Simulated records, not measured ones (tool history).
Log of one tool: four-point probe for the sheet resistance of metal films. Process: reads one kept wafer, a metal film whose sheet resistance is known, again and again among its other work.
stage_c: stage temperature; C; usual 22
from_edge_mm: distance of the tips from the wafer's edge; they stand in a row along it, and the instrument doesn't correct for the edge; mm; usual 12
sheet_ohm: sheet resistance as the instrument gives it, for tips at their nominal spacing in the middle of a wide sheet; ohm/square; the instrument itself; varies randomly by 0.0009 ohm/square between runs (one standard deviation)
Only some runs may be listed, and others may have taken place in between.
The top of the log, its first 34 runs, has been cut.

run 35 day=74.225 | stage_c=25 from_edge_mm=11 | sheet_ohm=4.54706
run 36 day=75.462 | stage_c=27 from_edge_mm=7 | sheet_ohm=4.56807
run 37 day=76.796 | stage_c=27 from_edge_mm=7 | sheet_ohm=4.568942
run 38 day=78.296 | stage_c=19 from_edge_mm=31 | sheet_ohm=4.557663
run 39 day=80.271 | stage_c=21 from_edge_mm=71 | sheet_ohm=4.547598
-- day=81.804 new probe head fitted
run 40 day=82.633 | stage_c=33 from_edge_mm=13 | sheet_ohm=4.456708
-- day=83.488 stage's thermometer calibrated
run 41 day=85.412 | stage_c=24 from_edge_mm=9 | sheet_ohm=4.519811
run 42 day=88.171 | stage_c=19 from_edge_mm=30 | sheet_ohm=4.514743
run 43 day=90.971 | stage_c=28 from_edge_mm=15 | sheet_ohm=4.484258
run 44 day=93.4 | stage_c=24 from_edge_mm=22 | sheet_ohm=4.495124
run 45 day=95.438 | stage_c=24 from_edge_mm=22 | sheet_ohm=4.49727

4 options for the next run, each taken on its own from the tool as it stands now. Forecast them:
run A day=97.112 | stage_c=22 from_edge_mm=28 | sheet_ohm=?
run B day=97.112 | stage_c=34 from_edge_mm=12 | sheet_ohm=?
run C day=97.112 | stage_c=21 from_edge_mm=13 | sheet_ohm=?
run D day=97.112 | stage_c=24 from_edge_mm=11 | sheet_ohm=?

run=A sheet_ohm=4.502665
run=B sheet_ohm=4.464677
run=C sheet_ohm=4.518451
run=D sheet_ohm=4.512352
Without the tool's hidden state the same runs would have given:
run=A sheet_ohm=4.498905
run=B sheet_ohm=4.460922
run=C sheet_ohm=4.514681
run=D sheet_ohm=4.50858
